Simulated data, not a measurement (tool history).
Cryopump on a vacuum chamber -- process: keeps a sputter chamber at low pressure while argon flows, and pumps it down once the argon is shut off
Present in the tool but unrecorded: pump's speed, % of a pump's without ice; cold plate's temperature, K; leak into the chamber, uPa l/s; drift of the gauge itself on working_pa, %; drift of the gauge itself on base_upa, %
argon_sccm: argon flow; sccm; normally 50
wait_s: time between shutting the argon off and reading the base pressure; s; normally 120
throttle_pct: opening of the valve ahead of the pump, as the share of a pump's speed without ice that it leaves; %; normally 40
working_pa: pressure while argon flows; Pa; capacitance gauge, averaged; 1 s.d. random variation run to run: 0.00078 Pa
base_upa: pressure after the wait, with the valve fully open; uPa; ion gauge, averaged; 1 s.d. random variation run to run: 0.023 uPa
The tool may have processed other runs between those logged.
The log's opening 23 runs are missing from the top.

run	hour	argon_sccm	wait_s	throttle_pct	hours of work since the pump was warmed up and emptied	hours of work since the cold head was overhauled	hours of work since the chamber's fittings were tightened	working_pa	base_upa
24	324.9	74	47	48	298	298	131	0.2048	1.7
25	335	89	164	48	304	304	137	0.2477	0.76
26	352.5	89	164	48	316	316	148	0.2505	0.73
27	366.7	81	43	40	325	325	157	0.2683	1.82
28	380.3	66	54	59	333	333	166	0.156	1.55
29	388	23	29	48	338	338	171	0.0659	2.5
30	404.7	22	29	42	349	349	182	0.0707	2.52
31	421.4	52	36	56	360	360	192	0.1299	2.2
32	437	68	228	56	370	370	202	0.1707	0.65
33	451.3	68	228	56	379	379	212	0.1708	0.66

Below are 5 alternative next runs, each starting from the tool's condition after run 33. Predict each:
A	462.5	28	177	22	386	386	219	?	?
B	462.5	80	247	24	386	386	219	?	?
C	462.5	72	129	26	386	386	219	?	?
D	462.5	33	23	56	386	386	219	?	?
E	462.5	31	77	27	386	386	219	?	?

run	working_pa	base_upa
A	0.1619	0.73
B	0.4297	0.63
C	0.3587	0.92
D	0.084	3.1
E	0.1488	1.22
The same runs, with their run-to-run variation unchanged, on a tool lacking any hidden condition would have given:
run	working_pa	base_upa
A	0.1505	0.55
B	0.397	0.44
C	0.3294	0.73
D	0.0705	2.92
E	0.1362	1.04
